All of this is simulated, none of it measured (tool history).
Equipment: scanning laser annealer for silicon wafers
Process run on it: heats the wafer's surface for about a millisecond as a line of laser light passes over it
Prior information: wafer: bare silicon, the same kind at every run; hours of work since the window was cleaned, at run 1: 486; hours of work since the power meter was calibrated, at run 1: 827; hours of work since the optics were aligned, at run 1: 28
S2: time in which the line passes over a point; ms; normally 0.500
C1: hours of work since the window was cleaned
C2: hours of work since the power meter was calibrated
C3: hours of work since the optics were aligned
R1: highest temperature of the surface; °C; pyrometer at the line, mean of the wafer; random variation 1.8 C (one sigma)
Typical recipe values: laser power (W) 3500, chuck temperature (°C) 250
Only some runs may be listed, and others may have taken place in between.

{"run": 1, "hour": 0.0, "laser power (W)": 3500, "S2": 0.5, "chuck temperature (°C)": 250, "C1": 486, "C2": 827, "C3": 28, "R1": 1004}
{"run": 2, "hour": 39.8, "laser power (W)": 3500, "S2": 0.5, "chuck temperature (°C)": 250, "C1": 509, "C2": 850, "C3": 51, "R1": 1004}
{"run": 3, "hour": 71.5, "laser power (W)": 3500, "S2": 0.5, "chuck temperature (°C)": 250, "C1": 527, "C2": 868, "C3": 70, "R1": 1002}
{"run": 4, "hour": 97.2, "laser power (W)": 3734, "S2": 0.5, "chuck temperature (°C)": 250, "C1": 542, "C2": 883, "C3": 85, "R1": 1053}
{"run": 5, "hour": 135.3, "laser power (W)": 3500, "S2": 0.5, "chuck temperature (°C)": 250, "C1": 565, "C2": 906, "C3": 107, "R1": 998}
{"hour": 143.9, "done": "optics aligned, line set to its width"}
{"run": 6, "hour": 194.6, "laser power (W)": 3500, "S2": 0.5, "chuck temperature (°C)": 250, "C1": 596, "C2": 937, "C3": 30, "R1": 990}
{"hour": 248.6, "done": "optics aligned, line set to its width, once more"}
{"run": 7, "hour": 248.8, "laser power (W)": 3500, "S2": 0.42, "chuck temperature (°C)": 250, "C1": 625, "C2": 966, "C3": 0, "R1": 928}
{"run": 8, "hour": 290.2, "laser power (W)": 3229, "S2": 0.5, "chuck temperature (°C)": 250, "C1": 649, "C2": 990, "C3": 24, "R1": 940}
{"run": 9, "hour": 335.7, "laser power (W)": 3591, "S2": 0.533, "chuck temperature (°C)": 228, "C1": 676, "C2": 1017, "C3": 51, "R1": 1019}
{"run": 10, "hour": 375.8, "laser power (W)": 3830, "S2": 0.419, "chuck temperature (°C)": 227, "C1": 699, "C2": 1040, "C3": 74, "R1": 964}
{"run": 11, "hour": 418.3, "laser power (W)": 2995, "S2": 0.443, "chuck temperature (°C)": 283, "C1": 724, "C2": 1065, "C3": 99, "R1": 873}
{"run": 12, "hour": 455.8, "laser power (W)": 2995, "S2": 0.443, "chuck temperature (°C)": 283, "C1": 746, "C2": 1087, "C3": 121, "R1": 875}
{"run": 13, "hour": 498.2, "laser power (W)": 3500, "S2": 0.485, "chuck temperature (°C)": 273, "C1": 770, "C2": 1111, "C3": 146, "R1": 999}
{"run": 14, "hour": 540.2, "laser power (W)": 3449, "S2": 0.521, "chuck temperature (°C)": 231, "C1": 795, "C2": 1136, "C3": 170, "R1": 970}
{"run": 15, "hour": 572.9, "laser power (W)": 3449, "S2": 0.521, "chuck temperature (°C)": 231, "C1": 814, "C2": 1155, "C3": 189, "R1": 972}

Entry by entry between the runs, the difference in hidden state between the last listed run before and the first listed run after:
From run 5 to run 6: optics aligned, line set to its width (hour 143.9)
  light that passes the window, % of a clean one's: 96.27 -> 96.07; width of the line over the set one, %: 0.85 -> 1.55
  difference, measured minus the result without the unlogged condition, R1: -33 -> -37 °C
From run 6 to run 7: optics aligned, line set to its width, once more (hour 248.6)
  light that passes the window, % of a clean one's: 96.07 -> 95.9; laser's true power over the reading, %: -0.06 -> -0.07; width of the line over the set one, %: 1.55 -> 0.31
  difference, measured minus the result without the unlogged condition, R1: -37 -> -31 °C
